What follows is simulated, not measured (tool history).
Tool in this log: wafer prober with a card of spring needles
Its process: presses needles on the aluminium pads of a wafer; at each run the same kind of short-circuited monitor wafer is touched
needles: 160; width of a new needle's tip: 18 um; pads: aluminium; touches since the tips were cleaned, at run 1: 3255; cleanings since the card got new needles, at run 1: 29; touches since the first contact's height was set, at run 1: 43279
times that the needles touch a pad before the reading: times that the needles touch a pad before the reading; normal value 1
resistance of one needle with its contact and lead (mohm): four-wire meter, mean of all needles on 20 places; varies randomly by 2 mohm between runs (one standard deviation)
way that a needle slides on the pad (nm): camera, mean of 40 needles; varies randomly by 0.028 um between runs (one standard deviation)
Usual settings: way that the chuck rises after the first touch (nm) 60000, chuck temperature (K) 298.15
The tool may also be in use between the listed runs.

| run | day | way that the chuck rises after the first touch (nm) | chuck temperature (K) | times that the needles touch a pad before the reading | touches since the tips were cleaned | cleanings since the card got new needles | touches since the first contact's height was set | resistance of one needle with its contact and lead (mohm) | way that a needle slides on the pad (nm) |
|---|---|---|---|---|---|---|---|---|---|
| 1 | 0.000 | 60000 | 298.15 | 1 | 3255 | 29 | 43279 | 214 | 13750 |
| 2 | 0.300 | 60000 | 298.15 | 1 | 8063 | 29 | 48087 | 215 | 13780 |
|  | 0.338 | tips cleaned on abrasive film |
|  | 0.871 | tips cleaned on abrasive film |
| 3 | 0.888 | 60000 | 298.15 | 1 | 233 | 31 | 57300 | 210 | 13790 |
| 4 | 1.383 | 60000 | 298.15 | 1 | 8189 | 31 | 65256 | 215 | 13740 |
|  | 1.417 | tips cleaned on abrasive film |
| 5 | 1.783 | 45000 | 298.15 | 1 | 5845 | 32 | 71512 | 217 | 10330 |
|  | 1.983 | tips cleaned on abrasive film |
| 6 | 2.100 | 45000 | 298.15 | 1 | 1839 | 33 | 76500 | 216 | 10300 |
| 7 | 2.358 | 60000 | 298.15 | 1 | 5984 | 33 | 80645 | 212 | 13750 |
|  | 2.542 | tips cleaned on abrasive film |
| 8 | 2.750 | 65000 | 298.15 | 1 | 3315 | 34 | 86832 | 215 | 14870 |
|  | 3.079 | tips cleaned on abrasive film |
| 9 | 3.362 | 65000 | 298.15 | 1 | 4518 | 35 | 96511 | 212 | 14840 |
|  | 3.617 | tips cleaned on abrasive film |
| 10 | 3.708 | 65000 | 298.15 | 1 | 1424 | 36 | 101968 | 214 | 14850 |
| 11 | 4.054 | 60000 | 298.15 | 2 | 6996 | 36 | 107540 | 212 | 13620 |
|  | 4.154 | tips cleaned on abrasive film |
| 12 | 4.338 | 60000 | 298.15 | 2 | 2935 | 37 | 111956 | 212 | 13660 |
|  | 4.721 | tips cleaned on abrasive film |
| 13 | 4.792 | 60000 | 298.15 | 2 | 1169 | 38 | 119176 | 213 | 13640 |
| 14 | 5.246 | 60000 | 298.15 | 2 | 8425 | 38 | 126432 | 212 | 13620 |
|  | 5.288 | tips cleaned on abrasive film |
|  | 5.821 | tips cleaned on abrasive film |
| 15 | 5.842 | 60000 | 298.15 | 2 | 353 | 40 | 135772 | 213 | 13620 |
| 16 | 6.183 | 64000 | 298.15 | 2 | 5831 | 40 | 141250 | 215 | 14560 |
|  | 6.362 | tips cleaned on abrasive film |
| 17 | 6.800 | 70000 | 298.15 | 1 | 7012 | 41 | 151007 | 212 | 15890 |
|  | 6.912 | tips cleaned on abrasive film |
| 18 | 7.138 | 60000 | 298.15 | 1 | 3556 | 42 | 156312 | 214 | 13600 |
|  | 7.458 | tips cleaned on abrasive film |
| 19 | 7.567 | 60000 | 298.15 | 1 | 1704 | 43 | 163075 | 211 | 13570 |
| 20 | 7.862 | 72000 | 298.15 | 3 | 6485 | 43 | 167856 | 211 | 16360 |
|  | 8.000 | tips cleaned on abrasive film |
| 21 | 8.404 | 72000 | 298.15 | 3 | 6484 | 44 | 176421 | 209 | 16280 |
|  | 8.538 | tips cleaned on abrasive film |
| 22 | 8.721 | 72000 | 298.15 | 3 | 2886 | 45 | 181380 | 207 | 16310 |
|  | 9.100 | tips cleaned on abrasive film |
| 23 | 9.300 | 72000 | 298.15 | 3 | 3134 | 46 | 190538 | 210 | 16300 |
|  | 9.646 | tips cleaned on abrasive film |
| 24 | 9.904 | 72000 | 298.15 | 3 | 4079 | 47 | 200124 | 212 | 16270 |
|  | 10.200 | tips cleaned on abrasive film |
| 25 | 10.225 | 72000 | 298.15 | 3 | 406 | 48 | 205195 | 213 | 16220 |
|  | 10.738 | tips cleaned on abrasive film |
| 26 | 10.738 | 72000 | 298.15 | 3 | 0 | 49 | 213292 | 215 | 16200 |
| 27 | 11.125 | 42000 | 309.15 | 3 | 6201 | 49 | 219493 | 222 | 9470 |
|  | 11.271 | tips cleaned on abrasive film |
| 28 | 11.500 | 42000 | 309.15 | 3 | 3657 | 50 | 225413 | 219 | 9450 |
|  | 11.646 | gauge calibrated |
|  | 11.829 | tips cleaned on abrasive film |
| 29 | 12.017 | 63000 | 298.15 | 1 | 2999 | 51 | 233571 | 214 | 14480 |
| 30 | 12.267 | 71000 | 298.15 | 3 | 7028 | 51 | 237600 | 212 | 16240 |
|  | 12.362 | tips cleaned on abrasive film |
| 31 | 12.571 | 71000 | 298.15 | 3 | 3331 | 52 | 242386 | 212 | 16300 |
|  | 12.875 | height of the first contact set anew |
|  | 12.912 | tips cleaned on abrasive film |
| 32 | 13.183 | 60000 | 298.15 | 2 | 4331 | 53 | 4880 | 211 | 13770 |
|  | 13.458 | tips cleaned on abrasive film |
| 33 | 13.717 | 46000 | 381.15 | 1 | 4084 | 54 | 13315 | 235 | 10490 |

What differs in the tool's unlogged condition from the final listed run ahead of each entry between runs to the first listed run following it?
Run 2 -> run 3: tips cleaned on abrasive film (day 0.338); tips cleaned on abrasive film (day 0.871)
  debris on the tips, nm: 0.5 -> 0.1; drift of the gauge itself on scrub_um, %: -0.05 -> -0.15
  measured result minus the result with no hidden state, way that a needle slides on the pad (nm): +0 -> -20
Run 4 -> run 5: tips cleaned on abrasive film (day 1.417)
  drift of the gauge itself on scrub_um, %: -0.23 -> -0.3
  measured result minus the result with no hidden state, way that a needle slides on the pad (nm): -30 -> -30
Run 5 -> run 6: tips cleaned on abrasive film (day 1.983)
  debris on the tips, nm: 0.5 -> 0.3; drift of the gauge itself on scrub_um, %: -0.3 -> -0.35
  measured result minus the result with no hidden state, way that a needle slides on the pad (nm): -30 -> -40
Run 7 -> run 8: tips cleaned on abrasive film (day 2.542)
  debris on the tips, nm: 0.5 -> 0.4; drift of the gauge itself on scrub_um, %: -0.4 -> -0.46
  measured result minus the result with no hidden state, way that a needle slides on the pad (nm): -60 -> -70
Run 8 -> run 9: tips cleaned on abrasive film (day 3.079)
  drift of the gauge itself on scrub_um, %: -0.46 -> -0.57
  measured result minus the result with no hidden state, way that a needle slides on the pad (nm): -70 -> -80
Run 9 -> run 10: tips cleaned on abrasive film (day 3.617)
  debris on the tips, nm: 0.4 -> 0.2; drift of the gauge itself on scrub_um, %: -0.57 -> -0.62
  measured result minus the result with no hidden state, way that a needle slides on the pad (nm): -80 -> -90
Run 11 -> run 12: tips cleaned on abrasive film (day 4.154)
  debris on the tips, nm: 0.5 -> 0.4; drift of the gauge itself on scrub_um, %: -0.68 -> -0.73
  measured result minus the result with no hidden state, way that a needle slides on the pad (nm): -100 -> -100
Run 12 -> run 13: tips cleaned on abrasive film (day 4.721)
  debris on the tips, nm: 0.4 -> 0.2; drift of the gauge itself on scrub_um, %: -0.73 -> -0.81
  measured result minus the result with no hidden state, way that a needle slides on the pad (nm): -100 -> -120
Run 14 -> run 15: tips cleaned on abrasive film (day 5.288); tips cleaned on abrasive film (day 5.821)
  debris on the tips, nm: 0.5 -> 0.1; drift of the gauge itself on scrub_um, %: -0.89 -> -0.98
  measured result minus the result with no hidden state, way that a needle slides on the pad (nm): -120 -> -140
Run 16 -> run 17: tips cleaned on abrasive film (day 6.362)
  drift of the gauge itself on scrub_um, %: -1.04 -> -1.15
  measured result minus the result with no hidden state, way that a needle slides on the pad (nm): -150 -> -180
Run 17 -> run 18: tips cleaned on abrasive film (day 6.912)
  debris on the tips, nm: 0.5 -> 0.4; drift of the gauge itself on scrub_um, %: -1.15 -> -1.2
  measured result minus the result with no hidden state, way that a needle slides on the pad (nm): -180 -> -170
Run 18 -> run 19: tips cleaned on abrasive film (day 7.458)
  debris on the tips, nm: 0.4 -> 0.3; drift of the gauge itself on scrub_um, %: -1.2 -> -1.28
  measured result minus the result with no hidden state, way that a needle slides on the pad (nm): -170 -> -170
Run 20 -> run 21: tips cleaned on abrasive film (day 8.000)
  drift of the gauge itself on scrub_um, %: -1.33 -> -1.42
  measured result minus the result with no hidden state, way that a needle slides on the pad (nm): -230 -> -240
Run 21 -> run 22: tips cleaned on abrasive film (day 8.538)
  debris on the tips, nm: 0.5 -> 0.4; drift of the gauge itself on scrub_um, %: -1.42 -> -1.47
  measured result minus the result with no hidden state, way that a needle slides on the pad (nm): -240 -> -240
Run 22 -> run 23: tips cleaned on abrasive film (day 9.100)
  drift of the gauge itself on scrub_um, %: -1.47 -> -1.57
  measured result minus the result with no hidden state, way that a needle slides on the pad (nm): -240 -> -260
Run 23 -> run 24: tips cleaned on abrasive film (day 9.646)
  way that the needles fall short of the set height, um: 0 -> 0.01; drift of the gauge itself on scrub_um, %: -1.57 -> -1.67
  measured result minus the result with no hidden state, way that a needle slides on the pad (nm): -260 -> -280
Run 24 -> run 25: tips cleaned on abrasive film (day 10.200)
  debris on the tips, nm: 0.4 -> 0.1; drift of the gauge itself on scrub_um, %: -1.67 -> -1.72
  measured result minus the result with no hidden state, way that a needle slides on the pad (nm): -280 -> -290
Run 25 -> run 26: tips cleaned on abrasive film (day 10.738)
  debris on the tips, nm: 0.1 -> 0; drift of the gauge itself on scrub_um, %: -1.72 -> -1.81
  measured result minus the result with no hidden state, way that a needle slides on the pad (nm): -290 -> -300
Run 27 -> run 28: tips cleaned on abrasive film (day 11.271)
  debris on the tips, nm: 0.5 -> 0.4; drift of the gauge itself on scrub_um, %: -1.88 -> -1.94
  measured result minus the result with no hidden state, way that a needle slides on the pad (nm): -180 -> -180
Run 28 -> run 29: gauge calibrated (day 11.646); tips cleaned on abrasive film (day 11.829)
  debris on the tips, nm: 0.4 -> 0.3; drift of the gauge itself on scrub_um, %: -1.94 -> -0.06
  measured result minus the result with no hidden state, way that a needle slides on the pad (nm): -180 -> -10
Run 30 -> run 31: tips cleaned on abrasive film (day 12.362)
  debris on the tips, nm: 0.5 -> 0.4; drift of the gauge itself on scrub_um, %: -0.1 -> -0.16
  measured result minus the result with no hidden state, way that a needle slides on the pad (nm): -20 -> -30
Run 31 -> run 32: height of the first contact set anew (day 12.875); tips cleaned on abrasive film (day 12.912)
  way that the needles fall short of the set height, um: 0.01 -> 0; drift of the gauge itself on scrub_um, %: -0.16 -> -0.26
  measured result minus the result with no hidden state, way that a needle slides on the pad (nm): -30 -> -30
Run 32 -> run 33: tips cleaned on abrasive film (day 13.458)
  drift of the gauge itself on scrub_um, %: -0.26 -> -0.35
  measured result minus the result with no hidden state, way that a needle slides on the pad (nm): -30 -> -40
